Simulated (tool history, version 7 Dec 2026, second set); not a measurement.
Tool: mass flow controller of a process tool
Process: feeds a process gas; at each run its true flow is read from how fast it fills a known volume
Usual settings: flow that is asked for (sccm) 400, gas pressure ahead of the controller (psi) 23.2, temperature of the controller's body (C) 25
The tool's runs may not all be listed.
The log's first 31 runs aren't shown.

run	hour	flow that is asked for (sccm)	gas pressure ahead of the controller (psi)	temperature of the controller's body (C)	true flow (%)
32	3352.5	61	23.2	25	97.43
33	3449.5	61	23.2	25	97.35
34	3519.4	61	33.9	25	96.78
35	3674.3	61	21.3	30	97.33
36	3785.8	61	21.3	30	97.3
37	3887.4	51	32.2	22	96.05
38	4004.6	230	24.7	31	98.27
39	4130.4	230	24.7	31	98.29
40	4274.7	400	23.2	35	99.24
41	4408.3	400	26	40	99.4
42	4565.2	400	26	28	98.5
43	4651.8	400	26	28	98.4
44	4719.5	400	34.5	25	97.92
45	4857.6	62	21	25	95.99
46	4999.4	62	21	25	95.77
47	5127.8	62	39.6	30	95.28
48	5241.6	400	21	30	98.38

Forecast each of these 3 alternatives for the next run:
A	5346.2	212	35.7	38	?
B	5346.2	400	28.7	25	?
C	5346.2	194	23.2	25	?

run	true flow (%)
A	97.15
B	97.73
C	96.83
Without the tool's hidden state the same runs would have given:
run	true flow (%)
A	99.22
B	99.61
C	98.94
